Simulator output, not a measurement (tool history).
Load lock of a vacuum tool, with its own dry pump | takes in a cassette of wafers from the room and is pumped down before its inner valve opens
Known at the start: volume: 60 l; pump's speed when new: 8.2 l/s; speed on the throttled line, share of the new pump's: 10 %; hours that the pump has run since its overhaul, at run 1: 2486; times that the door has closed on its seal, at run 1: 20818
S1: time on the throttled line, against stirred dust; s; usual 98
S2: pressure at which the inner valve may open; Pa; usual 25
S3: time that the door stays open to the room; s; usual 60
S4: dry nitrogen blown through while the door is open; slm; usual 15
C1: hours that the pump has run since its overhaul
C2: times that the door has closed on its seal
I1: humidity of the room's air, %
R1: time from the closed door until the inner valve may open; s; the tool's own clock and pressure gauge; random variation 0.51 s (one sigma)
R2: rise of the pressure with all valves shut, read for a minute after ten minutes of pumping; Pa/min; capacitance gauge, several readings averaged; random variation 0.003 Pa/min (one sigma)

run,hour,S1,S2,S3,S4,C1,C2,I1,R1,R2
1,0.0,98,25,60,15,2486,20818,42.1,150.1,0.186
2,69.4,98,25,60,15,2556,21155,44.2,151.7,0.183
3,131.9,98,25,60,15,2618,21458,47.2,151.3,0.194
4,231.0,96,25,60,15,2717,21940,43.2,149.8,0.200
5,312.7,98,29,60,15,2799,22336,46.9,149.0,0.201
6,407.2,98,29,60,15,2893,22795,44.9,150.3,0.203
7,455.3,98,29,60,15,2942,23029,46.3,150.1,0.215
8,534.8,98,25,107,15,3021,23414,47.3,151.0,0.244
9,631.2,98,25,60,15,3117,23882,47.0,151.3,0.227
10,683.5,98,25,60,15,3170,24137,44.0,152.3,0.223
11,763.8,98,25,60,15,3250,24526,44.8,152.3,0.226
12,854.3,98,25,60,15,3341,24966,46.9,152.0,0.243
13,952.1,98,25,60,15,3438,25440,45.3,151.8,0.242
14,1044.3,77,25,60,15,3531,25888,43.1,133.0,0.244
15,1124.2,77,25,60,15,3611,26276,42.8,133.0,0.246
16,1174.2,77,36,34,15,3661,26519,44.7,129.9,0.233
17,1221.7,77,36,34,15,3708,26750,43.5,130.2,0.243
18,1281.9,59,36,34,15,3768,27042,48.4,113.6,0.246
19,1374.0,59,30,62,15,3860,27489,44.4,116.1,0.266
20,1436.8,59,30,62,15,3923,27794,46.6,115.3,0.271
21,1487.7,59,30,62,15,3974,28041,48.3,115.7,0.273
22,1534.3,81,27,62,42,4021,28267,39.3,135.3,0.252
23,1576.7,81,27,62,42,4063,28473,46.7,135.9,0.263
24,1666.6,98,25,60,19,4153,28910,45.0,152.0,0.270
25,1746.2,134,25,60,8,4233,29296,47.9,184.8,0.302
26,1790.1,89,32,25,20,4276,29509,41.8,143.3,0.265
27,1884.2,89,32,25,20,4371,29966,41.3,142.2,0.273
28,1962.3,89,32,25,20,4449,30345,40.6,142.5,0.285
# hour 2023.1: door's seal changed, seat wiped
29,2059.1,73,29,56,15,4544,175,43.0,129.1,0.039
30,2137.2,87,29,35,11,4622,554,42.3,142.1,0.035

Measured less the same run without the tool's hidden state. The same run-to-run variation is in both; the gauge's scatter may not be:
The hidden state here: pump's speed, % of a new pump's; leak at the door's seal, Pa l/s; drift of the gauge itself on ready_s, %; drift of the gauge itself on rise_pa_min, %.
run,R1,R2
1,+2.1,+0.142
2,+2.0,+0.142
3,+2.1,+0.149
4,+2.2,+0.154
5,+2.1,+0.157
6,+2.2,+0.162
7,+2.2,+0.165
8,+2.4,+0.172
9,+2.4,+0.176
10,+2.5,+0.178
11,+2.6,+0.186
12,+2.6,+0.192
13,+2.7,+0.195
14,+3.0,+0.202
15,+3.1,+0.204
16,+2.8,+0.205
17,+2.9,+0.209
18,+3.0,+0.215
19,+3.3,+0.222
20,+3.3,+0.221
21,+3.3,+0.227
22,+3.1,+0.228
23,+3.2,+0.233
24,+3.1,+0.233
25,+3.0,+0.244
26,+3.2,+0.249
27,+3.2,+0.250
28,+3.3,+0.260
29,+3.6,+0.000
30,+3.5,+0.001

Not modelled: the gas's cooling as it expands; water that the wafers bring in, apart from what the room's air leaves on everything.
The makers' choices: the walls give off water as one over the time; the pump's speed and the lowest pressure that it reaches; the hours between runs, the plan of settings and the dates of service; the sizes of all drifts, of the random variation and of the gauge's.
